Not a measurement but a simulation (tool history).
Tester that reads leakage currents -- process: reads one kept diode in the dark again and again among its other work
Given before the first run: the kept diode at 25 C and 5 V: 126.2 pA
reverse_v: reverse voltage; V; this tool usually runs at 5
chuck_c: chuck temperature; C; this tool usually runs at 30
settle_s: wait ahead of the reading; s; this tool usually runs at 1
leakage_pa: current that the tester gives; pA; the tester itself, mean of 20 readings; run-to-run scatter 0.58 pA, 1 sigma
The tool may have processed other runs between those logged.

| run | hour | reverse_v | chuck_c | settle_s | leakage_pa |
|---|---|---|---|---|---|
| 1 | 0 | 5 | 30 | 1 | 195.31 |
| 2 | 25.7 | 5 | 30 | 1 | 194.3 |
| 3 | 41.4 | 5 | 30 | 1 | 194.83 |
| 4 | 64.5 | 5 | 30 | 1 | 193.09 |
| 5 | 93.5 | 5 | 30 | 1 | 194.76 |
| 6 | 127.8 | 5 | 30 | 1 | 194.08 |
| 7 | 148.9 | 5 | 30 | 1 | 193.27 |
| 8 | 177.1 | 5 | 30 | 1 | 194.51 |
| 9 | 198 | 5 | 30 | 1 | 194.07 |
| 10 | 226.5 | 5 | 30 | 1 | 194.14 |
| 11 | 244.7 | 5 | 30 | 3.02 | 192.95 |
| 12 | 276.3 | 5 | 30 | 1 | 194.25 |
| 13 | 298.2 | 6.83 | 30 | 1 | 224.4 |
| 14 | 315.6 | 6.83 | 30 | 1 | 225.04 |
| 15 | 336 | 6.83 | 30 | 1 | 224.67 |
| 16 | 368.2 | 6.83 | 30 | 1 | 224.7 |
| 17 | 383.9 | 6.83 | 30 | 1 | 223.88 |
| 18 | 407 | 5 | 41 | 1 | 472.53 |
| 19 | 443.7 | 5 | 41 | 1 | 471.93 |
| 20 | 464.6 | 17.5 | 30 | 0.38 | 352.85 |
| 21 | 498.2 | 17.5 | 30 | 0.38 | 354.01 |
| 22 | 515.2 | 17.5 | 30 | 0.38 | 351.69 |
| 23 | 534.7 | 5 | 30 | 2.07 | 194.16 |
| 24 | 551.9 | 5 | 30 | 2.07 | 193.91 |
| 25 | 577.3 | 5 | 30 | 2.07 | 193.92 |
| 26 | 596 | 5 | 30 | 2.07 | 192.96 |
| 27 | 623.3 | 5 | 30 | 2.07 | 195.27 |
| 28 | 642.9 | 5 | 38 | 2.07 | 368.3 |
| 29 | 667.8 | 5 | 30 | 0.71 | 194.4 |
| 30 | 700 | 5 | 30 | 0.71 | 194.83 |
| 31 | 718.1 | 15.89 | 28 | 0.57 | 285.82 |
| 32 | 737 | 15.89 | 28 | 0.57 | 283.88 |
| 33 | 756 | 4.29 | 28 | 4.68 | 152.27 |

Expected results for the next run?
| 34 | 778.1 | 6.4 | 21 | 4.73 | ? |

{"run 34": {"leakage_pa": 100.44}}
Take away the tool's hidden state, keep the run-to-run variation as it was, and the same run would have given leakage_pa 100.13 pA.
